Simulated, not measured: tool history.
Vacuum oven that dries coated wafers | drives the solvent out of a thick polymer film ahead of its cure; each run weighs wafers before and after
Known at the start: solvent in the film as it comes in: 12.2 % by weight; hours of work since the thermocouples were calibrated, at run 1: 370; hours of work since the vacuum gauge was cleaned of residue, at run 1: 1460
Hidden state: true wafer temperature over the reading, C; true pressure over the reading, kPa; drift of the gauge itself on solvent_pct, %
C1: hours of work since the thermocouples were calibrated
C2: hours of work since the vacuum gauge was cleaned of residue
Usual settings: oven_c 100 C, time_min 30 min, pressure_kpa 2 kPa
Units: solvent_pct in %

{"run": 1, "day": 0.0, "oven_c": 100, "time_min": 30, "pressure_kpa": 2, "C1": 370, "C2": 1460, "solvent_pct": 1.95}
{"run": 2, "day": 1.642, "oven_c": 100, "time_min": 30, "pressure_kpa": 2, "C1": 393, "C2": 1484, "solvent_pct": 1.98}
{"run": 3, "day": 4.817, "oven_c": 100, "time_min": 23, "pressure_kpa": 2, "C1": 438, "C2": 1529, "solvent_pct": 2.67}
{"run": 4, "day": 7.567, "oven_c": 100, "time_min": 30, "pressure_kpa": 3.15, "C1": 477, "C2": 1568, "solvent_pct": 2.5}
{"run": 5, "day": 9.817, "oven_c": 100, "time_min": 30, "pressure_kpa": 3.15, "C1": 509, "C2": 1600, "solvent_pct": 2.52}
{"run": 6, "day": 11.142, "oven_c": 100, "time_min": 30, "pressure_kpa": 3.15, "C1": 528, "C2": 1618, "solvent_pct": 2.56}
{"run": 7, "day": 12.879, "oven_c": 100, "time_min": 21, "pressure_kpa": 2, "C1": 553, "C2": 1643, "solvent_pct": 3}
{"run": 8, "day": 15.662, "oven_c": 100, "time_min": 38, "pressure_kpa": 2, "C1": 592, "C2": 1683, "solvent_pct": 1.75}
{"run": 9, "day": 17.438, "oven_c": 100, "time_min": 53, "pressure_kpa": 2, "C1": 617, "C2": 1708, "solvent_pct": 1.31}
{"run": 10, "day": 19.0, "oven_c": 100, "time_min": 30, "pressure_kpa": 2.08, "C1": 640, "C2": 1730, "solvent_pct": 2.19}
{"run": 11, "day": 21.15, "oven_c": 100, "time_min": 30, "pressure_kpa": 2.08, "C1": 670, "C2": 1760, "solvent_pct": 2.17}
{"run": 12, "day": 23.896, "oven_c": 100, "time_min": 30, "pressure_kpa": 2.08, "C1": 709, "C2": 1799, "solvent_pct": 2.18}
{"run": 13, "day": 25.279, "oven_c": 99, "time_min": 30, "pressure_kpa": 2, "C1": 729, "C2": 1819, "solvent_pct": 2.37}
{"run": 14, "day": 27.767, "oven_c": 99, "time_min": 30, "pressure_kpa": 2, "C1": 764, "C2": 1854, "solvent_pct": 2.43}
{"day": 30.471, "done": "oven's thermocouples calibrated"}
{"run": 15, "day": 30.612, "oven_c": 100, "time_min": 30, "pressure_kpa": 2, "C1": 2, "C2": 1894, "solvent_pct": 1.82}
{"run": 16, "day": 33.704, "oven_c": 100, "time_min": 40, "pressure_kpa": 2, "C1": 46, "C2": 1938, "solvent_pct": 1.49}
{"run": 17, "day": 35.283, "oven_c": 100, "time_min": 40, "pressure_kpa": 2, "C1": 68, "C2": 1960, "solvent_pct": 1.49}
{"run": 18, "day": 38.083, "oven_c": 100, "time_min": 30, "pressure_kpa": 2.26, "C1": 108, "C2": 2000, "solvent_pct": 2.07}
{"day": 38.358, "done": "vacuum gauge cleaned of residue and calibrated"}
{"run": 19, "day": 40.875, "oven_c": 94, "time_min": 30, "pressure_kpa": 2.26, "C1": 147, "C2": 36, "solvent_pct": 3.47}
{"run": 20, "day": 42.575, "oven_c": 100, "time_min": 49, "pressure_kpa": 2, "C1": 171, "C2": 60, "solvent_pct": 1.5}
{"run": 21, "day": 45.746, "oven_c": 99, "time_min": 49, "pressure_kpa": 2, "C1": 216, "C2": 105, "solvent_pct": 1.6}
{"run": 22, "day": 47.4, "oven_c": 99, "time_min": 49, "pressure_kpa": 2, "C1": 239, "C2": 128, "solvent_pct": 1.6}
{"day": 49.646, "done": "vacuum gauge cleaned of residue and calibrated, once more"}
{"run": 23, "day": 50.546, "oven_c": 99, "time_min": 30, "pressure_kpa": 2, "C1": 283, "C2": 13, "solvent_pct": 1.86}
{"run": 24, "day": 52.992, "oven_c": 99, "time_min": 30, "pressure_kpa": 2, "C1": 318, "C2": 47, "solvent_pct": 1.9}
{"run": 25, "day": 56.142, "oven_c": 94, "time_min": 20, "pressure_kpa": 2, "C1": 363, "C2": 92, "solvent_pct": 4.25}
{"run": 26, "day": 57.642, "oven_c": 100, "time_min": 33, "pressure_kpa": 7.81, "C1": 384, "C2": 114, "solvent_pct": 3.89}
{"run": 27, "day": 59.0, "oven_c": 106, "time_min": 30, "pressure_kpa": 2, "C1": 403, "C2": 133, "solvent_pct": 0.98}
{"run": 28, "day": 61.571, "oven_c": 106, "time_min": 41, "pressure_kpa": 2, "C1": 440, "C2": 169, "solvent_pct": 0.8}
{"run": 29, "day": 63.012, "oven_c": 92, "time_min": 37, "pressure_kpa": 6.09, "C1": 460, "C2": 190, "solvent_pct": 4.82}
{"run": 30, "day": 65.729, "oven_c": 100, "time_min": 44, "pressure_kpa": 1.27, "C1": 499, "C2": 228, "solvent_pct": 0.85}
{"run": 31, "day": 67.029, "oven_c": 102, "time_min": 24, "pressure_kpa": 2.31, "C1": 517, "C2": 247, "solvent_pct": 2.08}
{"run": 32, "day": 69.125, "oven_c": 102, "time_min": 24, "pressure_kpa": 2.31, "C1": 547, "C2": 277, "solvent_pct": 2.05}
{"run": 33, "day": 71.729, "oven_c": 102, "time_min": 17, "pressure_kpa": 1.03, "C1": 584, "C2": 314, "solvent_pct": 2.63}
{"run": 34, "day": 73.554, "oven_c": 102, "time_min": 17, "pressure_kpa": 1.03, "C1": 610, "C2": 340, "solvent_pct": 2.7}
{"run": 35, "day": 75.571, "oven_c": 89, "time_min": 41, "pressure_kpa": 4.1, "C1": 639, "C2": 368, "solvent_pct": 4.58}
{"run": 36, "day": 76.879, "oven_c": 88, "time_min": 19, "pressure_kpa": 4.1, "C1": 657, "C2": 387, "solvent_pct": 6.94}
{"run": 37, "day": 78.688, "oven_c": 88, "time_min": 19, "pressure_kpa": 4.1, "C1": 683, "C2": 412, "solvent_pct": 6.92}
{"run": 38, "day": 80.1, "oven_c": 98, "time_min": 26, "pressure_kpa": 3.16, "C1": 703, "C2": 432, "solvent_pct": 3.11}
{"run": 39, "day": 83.117, "oven_c": 96, "time_min": 41, "pressure_kpa": 5.23, "C1": 746, "C2": 475, "solvent_pct": 3.47}
{"run": 40, "day": 84.738, "oven_c": 103, "time_min": 54, "pressure_kpa": 5.48, "C1": 769, "C2": 498, "solvent_pct": 2.25}
{"run": 41, "day": 86.133, "oven_c": 100, "time_min": 30, "pressure_kpa": 6.4, "C1": 789, "C2": 518, "solvent_pct": 3.64}
{"day": 87.133, "done": "oven's thermocouples calibrated"}
{"run": 42, "day": 88.125, "oven_c": 90, "time_min": 30, "pressure_kpa": 4.83, "C1": 14, "C2": 545, "solvent_pct": 4.99}
{"run": 43, "day": 91.025, "oven_c": 103, "time_min": 34, "pressure_kpa": 1.48, "C1": 55, "C2": 586, "solvent_pct": 0.93}
{"run": 44, "day": 93.071, "oven_c": 91, "time_min": 16, "pressure_kpa": 2, "C1": 84, "C2": 615, "solvent_pct": 5.65}
{"run": 45, "day": 95.488, "oven_c": 91, "time_min": 16, "pressure_kpa": 2, "C1": 119, "C2": 650, "solvent_pct": 5.57}
{"run": 46, "day": 98.479, "oven_c": 102, "time_min": 23, "pressure_kpa": 6.86, "C1": 161, "C2": 692, "solvent_pct": 3.52}

How the hidden state differs across the entries between the runs, from the last listed run before each to the first after it:
Between runs 14 and 15: oven's thermocouples calibrated (day 30.471)
  true wafer temperature over the reading, C: -2.01 -> -0.09; true pressure over the reading, kPa: 0.697 -> 0.711
  measured less the result without the state, solvent_pct: +0.64 -> +0.29 %
Between runs 18 and 19: vacuum gauge cleaned of residue and calibrated (day 38.358)
  true wafer temperature over the reading, C: -0.3 -> -0.37; true pressure over the reading, kPa: 0.75 -> 1.218
  measured less the result without the state, solvent_pct: +0.34 -> +0.61 %
Between runs 22 and 23: vacuum gauge cleaned of residue and calibrated, once more (day 49.646)
  true wafer temperature over the reading, C: -0.57 -> -0.66; true pressure over the reading, kPa: 1.253 -> -0.001
  measured less the result without the state, solvent_pct: +0.57 -> +0.11 %
Between runs 41 and 42: oven's thermocouples calibrated (day 87.133)
  true wafer temperature over the reading, C: -1.69 -> 0.43; true pressure over the reading, kPa: 0.19 -> 0.2
  measured less the result without the state, solvent_pct: +0.42 -> -0.02 %
